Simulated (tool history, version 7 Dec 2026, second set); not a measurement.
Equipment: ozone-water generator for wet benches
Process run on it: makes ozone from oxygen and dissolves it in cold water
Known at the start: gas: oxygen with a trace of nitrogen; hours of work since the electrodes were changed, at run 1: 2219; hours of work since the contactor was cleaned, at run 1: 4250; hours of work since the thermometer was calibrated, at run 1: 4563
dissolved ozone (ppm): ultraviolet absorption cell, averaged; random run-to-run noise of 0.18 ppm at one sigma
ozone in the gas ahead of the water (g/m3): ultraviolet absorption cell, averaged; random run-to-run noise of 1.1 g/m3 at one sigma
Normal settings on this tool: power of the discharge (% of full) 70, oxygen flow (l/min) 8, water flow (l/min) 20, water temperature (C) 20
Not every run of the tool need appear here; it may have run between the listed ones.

run	hour	power of the discharge (% of full)	oxygen flow (l/min)	water flow (l/min)	water temperature (C)	hours of work since the electrodes were changed	hours of work since the contactor was cleaned	hours of work since the thermometer was calibrated	dissolved ozone (ppm)	ozone in the gas ahead of the water (g/m3)
1	0	70	8	20	20	2219	4250	4563	22.7	183.4
2	72.9	70	8	20	20	2271	4302	4615	22.8	184.2
3	142.9	70	8	20	20	2320	4352	4664	22.2	183.2
4	214.8	70	8	20	20	2371	4403	4716	22.6	183
5	289	70	8	20	28	2424	4456	4768	19.3	181.7
6	363.7	70	8	27	20	2477	4509	4821	17.9	180.4
7	403.4	70	8	17	20	2505	4537	4849	25.2	182.3
8	447.8	70	8	17	15	2537	4568	4881	27.6	181.8
9	509.1	70	8	17	15	2580	4612	4925	27.5	181.9
10	590.1	70	8	17	15	2638	4670	4982	27.3	182.4
11	628.8	70	8	20	20	2665	4697	5010	22	180.6
12	680.2	70	8	20	20	2702	4733	5046	22	182.2
13	750.5	70	8	20	20	2752	4783	5096	22.2	182.9
14	786	70	9.14	20	20	2777	4809	5121	22	172.8
15	846	70	8	20	20	2820	4851	5164	22.1	180.9
16	905.5	62	9.61	14	22	2862	4893	5206	23.8	151.9
17	942.4	62	9.61	14	22	2888	4920	5232	24.1	151
18	1013	62	9.61	14	22	2938	4970	5282	23.8	152.8
19	1080.8	62	9.61	14	22	2986	5018	5331	23.8	152.2
20	1121	40	10.46	14	14	3015	5047	5359	19.8	103.1
21	1198.7	75	4.31	14	14	3070	5102	5414	30.9	238.7
22	1275.5	59	8	14	20	3125	5156	5469	24.2	154.9
23	1341.7	59	8	17	14	3172	5203	5516	24	155.5
24	1392.8	59	8	17	14	3208	5240	5552	23.9	154.5
25	1472.4	59	8	17	14	3264	5296	5609	23.8	156.1
26	1544.1	59	8	17	14	3315	5347	5660	23.4	153.8
27	1617.3	59	8	19	12	3367	5399	5712	22.6	154.8
28	1651.3	70	7.37	20	20	3392	5423	5736	21.5	183.5
29	1687.7	70	7.37	20	20	3417	5449	5762	21.6	179.4

Below, some changes in dissolved ozone (ppm) between adjacent runs. For each, the amount present without the hidden state too (settings, incoming material, random variation) and the amount remaining for the hidden state with gauge scatter not shared by both compared results:
Hidden conditions of the tool in this case: yield of the discharge, % of new electrodes'; contactor's efficiency, % of a clean one's; true water temperature over the reading, C; drift of the gauge itself on ozone_ppm, %; drift of the gauge itself on gas_g_m3, %.
Run 6 -> 7: water flow (l/min) 27 -> 17. dissolved ozone (ppm) +7.3: hidden state -0.6, all else +7.9.
Run 20 -> 21: power of the discharge (% of full) 40 -> 75, oxygen flow (l/min) 10.46 -> 4.31. dissolved ozone (ppm) +11.1: hidden state -2.2, all else +13.3.
Run 21 -> 22: power of the discharge (% of full) 75 -> 59, oxygen flow (l/min) 4.31 -> 8, water temperature (C) 14 -> 20. dissolved ozone (ppm) -6.7: hidden state +1.1, all else -7.8.

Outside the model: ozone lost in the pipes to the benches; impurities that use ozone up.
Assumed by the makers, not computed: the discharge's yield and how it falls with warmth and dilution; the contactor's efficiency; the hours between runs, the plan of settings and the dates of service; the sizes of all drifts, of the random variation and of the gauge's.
